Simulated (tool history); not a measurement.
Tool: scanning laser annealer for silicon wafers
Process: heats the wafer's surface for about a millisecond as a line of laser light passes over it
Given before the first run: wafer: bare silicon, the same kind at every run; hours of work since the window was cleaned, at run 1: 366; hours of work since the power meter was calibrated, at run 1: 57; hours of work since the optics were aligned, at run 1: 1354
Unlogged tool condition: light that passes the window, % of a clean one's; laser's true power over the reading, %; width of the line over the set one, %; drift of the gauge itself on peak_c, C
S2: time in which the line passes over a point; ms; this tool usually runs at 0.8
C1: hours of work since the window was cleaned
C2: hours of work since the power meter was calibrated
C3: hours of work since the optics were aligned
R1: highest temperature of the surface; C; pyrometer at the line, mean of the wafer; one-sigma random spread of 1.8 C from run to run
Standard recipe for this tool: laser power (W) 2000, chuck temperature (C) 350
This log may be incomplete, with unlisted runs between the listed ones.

run 1 hour=0 | laser_power_(W)=2000 S2=0.8 chuck_temperature_(C)=350 | C1=366 C2=57 C3=1354 | R1=1028
-- hour=8.4 optics aligned, line set to its width
run 2 hour=10.1 | laser_power_(W)=2000 S2=0.8 chuck_temperature_(C)=350 | C1=370 C2=60 C3=1 | R1=1038
run 3 hour=17.5 | laser_power_(W)=2000 S2=0.641 chuck_temperature_(C)=350 | C1=375 C2=66 C3=7 | R1=972
run 4 hour=22.8 | laser_power_(W)=2000 S2=0.641 chuck_temperature_(C)=350 | C1=379 C2=70 C3=11 | R1=970
run 5 hour=32 | laser_power_(W)=2000 S2=0.641 chuck_temperature_(C)=350 | C1=386 C2=77 C3=18 | R1=970
run 6 hour=38 | laser_power_(W)=1926 S2=0.8 chuck_temperature_(C)=350 | C1=391 C2=82 C3=23 | R1=1009
run 7 hour=42.3 | laser_power_(W)=2000 S2=0.817 chuck_temperature_(C)=350 | C1=394 C2=85 C3=26 | R1=1042
run 8 hour=49.7 | laser_power_(W)=2000 S2=0.817 chuck_temperature_(C)=350 | C1=400 C2=91 C3=32 | R1=1042
run 9 hour=55.6 | laser_power_(W)=2000 S2=0.817 chuck_temperature_(C)=350 | C1=404 C2=95 C3=36 | R1=1043
run 10 hour=63.5 | laser_power_(W)=2000 S2=0.8 chuck_temperature_(C)=350 | C1=410 C2=101 C3=42 | R1=1037
run 11 hour=69.6 | laser_power_(W)=2000 S2=0.8 chuck_temperature_(C)=350 | C1=415 C2=106 C3=47 | R1=1031
run 12 hour=78.7 | laser_power_(W)=2000 S2=0.8 chuck_temperature_(C)=350 | C1=422 C2=113 C3=54 | R1=1033
run 13 hour=84 | laser_power_(W)=2000 S2=0.8 chuck_temperature_(C)=350 | C1=426 C2=117 C3=58 | R1=1035
-- hour=86.8 window over the wafer cleaned
run 14 hour=91 | laser_power_(W)=2000 S2=0.8 chuck_temperature_(C)=350 | C1=3 C2=121 C3=62 | R1=1012
run 15 hour=98.8 | laser_power_(W)=2000 S2=0.772 chuck_temperature_(C)=350 | C1=9 C2=127 C3=67 | R1=999
run 16 hour=107.4 | laser_power_(W)=2000 S2=0.772 chuck_temperature_(C)=350 | C1=16 C2=133 C3=74 | R1=997
run 17 hour=111.7 | laser_power_(W)=2000 S2=0.573 chuck_temperature_(C)=350 | C1=19 C2=136 C3=77 | R1=916
run 18 hour=121.6 | laser_power_(W)=2000 S2=0.844 chuck_temperature_(C)=350 | C1=27 C2=144 C3=85 | R1=1023
run 19 hour=127.2 | laser_power_(W)=2172 S2=0.8 chuck_temperature_(C)=350 | C1=31 C2=148 C3=89 | R1=1075
run 20 hour=135.4 | laser_power_(W)=2172 S2=0.8 chuck_temperature_(C)=350 | C1=37 C2=155 C3=95 | R1=1075
run 21 hour=141 | laser_power_(W)=2172 S2=0.719 chuck_temperature_(C)=350 | C1=41 C2=159 C3=100 | R1=1037
-- hour=146.7 window over the wafer cleaned, once more
run 22 hour=149.1 | laser_power_(W)=2172 S2=0.719 chuck_temperature_(C)=350 | C1=2 C2=163 C3=104 | R1=1109
run 23 hour=153.1 | laser_power_(W)=2199 S2=0.854 chuck_temperature_(C)=350 | C1=5 C2=167 C3=107 | R1=1188
run 24 hour=157.4 | laser_power_(W)=2199 S2=0.969 chuck_temperature_(C)=375 | C1=8 C2=170 C3=111 | R1=1258
run 25 hour=166.4 | laser_power_(W)=2199 S2=0.969 chuck_temperature_(C)=375 | C1=15 C2=177 C3=118 | R1=1259
run 26 hour=173.6 | laser_power_(W)=2199 S2=0.969 chuck_temperature_(C)=349 | C1=21 C2=182 C3=123 | R1=1229
run 27 hour=178.3 | laser_power_(W)=1868 S2=0.729 chuck_temperature_(C)=347 | C1=24 C2=186 C3=127 | R1=985
run 28 hour=186.6 | laser_power_(W)=1868 S2=0.729 chuck_temperature_(C)=347 | C1=30 C2=192 C3=133 | R1=985
run 29 hour=192.6 | laser_power_(W)=1868 S2=0.729 chuck_temperature_(C)=347 | C1=35 C2=197 C3=138 | R1=980
run 30 hour=200.3 | laser_power_(W)=1793 S2=0.716 chuck_temperature_(C)=373 | C1=41 C2=203 C3=143 | R1=976
run 31 hour=207.1 | laser_power_(W)=1771 S2=0.788 chuck_temperature_(C)=336 | C1=46 C2=208 C3=149 | R1=952
run 32 hour=214.1 | laser_power_(W)=1963 S2=0.81 chuck_temperature_(C)=336 | C1=51 C2=213 C3=154 | R1=1044
run 33 hour=223.2 | laser_power_(W)=1963 S2=0.81 chuck_temperature_(C)=336 | C1=58 C2=220 C3=161 | R1=1046
run 34 hour=230 | laser_power_(W)=1793 S2=0.914 chuck_temperature_(C)=317 | C1=64 C2=225 C3=166 | R1=985
run 35 hour=235.7 | laser_power_(W)=2122 S2=0.606 chuck_temperature_(C)=356 | C1=68 C2=230 C3=170 | R1=1035
run 36 hour=240.5 | laser_power_(W)=2008 S2=0.621 chuck_temperature_(C)=328 | C1=72 C2=233 C3=174 | R1=968
run 37 hour=245.1 | laser_power_(W)=1930 S2=0.752 chuck_temperature_(C)=330 | C1=75 C2=237 C3=178 | R1=996
run 38 hour=250.4 | laser_power_(W)=1892 S2=0.821 chuck_temperature_(C)=319 | C1=79 C2=241 C3=182 | R1=997
run 39 hour=260.3 | laser_power_(W)=2106 S2=0.8 chuck_temperature_(C)=383 | C1=87 C2=248 C3=189 | R1=1142
run 40 hour=264.4 | laser_power_(W)=2106 S2=0.8 chuck_temperature_(C)=383 | C1=90 C2=252 C3=192 | R1=1144

What if the next run were any one of these 5? Each begins from the tool's condition after run 40:
run A hour=268.7 | laser_power_(W)=2000 S2=0.757 chuck_temperature_(C)=350 | C1=93 C2=255 C3=196 | R1=?
run B hour=268.7 | laser_power_(W)=1830 S2=0.588 chuck_temperature_(C)=339 | C1=93 C2=255 C3=196 | R1=?
run C hour=268.7 | laser_power_(W)=2107 S2=0.673 chuck_temperature_(C)=316 | C1=93 C2=255 C3=196 | R1=?
run D hour=268.7 | laser_power_(W)=1708 S2=0.893 chuck_temperature_(C)=360 | C1=93 C2=255 C3=196 | R1=?
run E hour=268.7 | laser_power_(W)=1920 S2=0.599 chuck_temperature_(C)=318 | C1=93 C2=255 C3=196 | R1=?

run=A R1=1048
run=B R1=894
run=C R1=1017
run=D R1=983
run=E R1=912
Had the tool no hidden state, the same runs would have come out as:
run=A R1=1061
run=B R1=904
run=C R1=1030
run=D R1=995
run=E R1=923
